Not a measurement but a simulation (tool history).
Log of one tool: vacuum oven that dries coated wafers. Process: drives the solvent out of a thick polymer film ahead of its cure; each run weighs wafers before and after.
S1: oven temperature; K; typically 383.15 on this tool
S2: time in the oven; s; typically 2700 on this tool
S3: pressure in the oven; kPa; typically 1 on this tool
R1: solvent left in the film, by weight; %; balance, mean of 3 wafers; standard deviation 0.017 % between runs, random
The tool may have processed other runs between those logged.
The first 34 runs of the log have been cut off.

{"run": 35, "hour": 846.3, "S1": 386.15, "S2": 1740, "S3": 3.19, "R1": 2.76}
{"run": 36, "hour": 870.9, "S1": 386.15, "S2": 4380, "S3": 1.95, "R1": 0.54}
{"run": 37, "hour": 897.6, "S1": 370.15, "S2": 3180, "S3": 1, "R1": 4.17}
{"run": 38, "hour": 913.6, "S1": 370.15, "S2": 3180, "S3": 1, "R1": 4.16}
{"run": 39, "hour": 934.7, "S1": 370.15, "S2": 3180, "S3": 1, "R1": 4.2}
{"run": 40, "hour": 958.5, "S1": 374.15, "S2": 2280, "S3": 0.56, "R1": 4.49}
{"run": 41, "hour": 979.8, "S1": 374.15, "S2": 3420, "S3": 0.56, "R1": 2.48}
{"run": 42, "hour": 999.3, "S1": 383.15, "S2": 2340, "S3": 1, "R1": 1.85}
{"run": 43, "hour": 1013.5, "S1": 397.15, "S2": 1440, "S3": 1.1, "R1": 0.91}

Branching from run 43: 4 alternative next runs. What would each branch give?
{"run": "A", "hour": 1042.9, "S1": 389.15, "S2": 1740, "S3": 1, "R1": "?"}
{"run": "B", "hour": 1042.9, "S1": 396.15, "S2": 2700, "S3": 1, "R1": "?"}
{"run": "C", "hour": 1042.9, "S1": 397.15, "S2": 1440, "S3": 3.32, "R1": "?"}
{"run": "D", "hour": 1042.9, "S1": 383.15, "S2": 2700, "S3": 1.53, "R1": "?"}

run=A R1=1.61
run=B R1=0.2
run=C R1=1.2
run=D R1=1.49
Without the tool's unlogged condition, the same runs would have read:
run=A R1=1.62
run=B R1=0.2
run=C R1=1.2
run=D R1=1.49
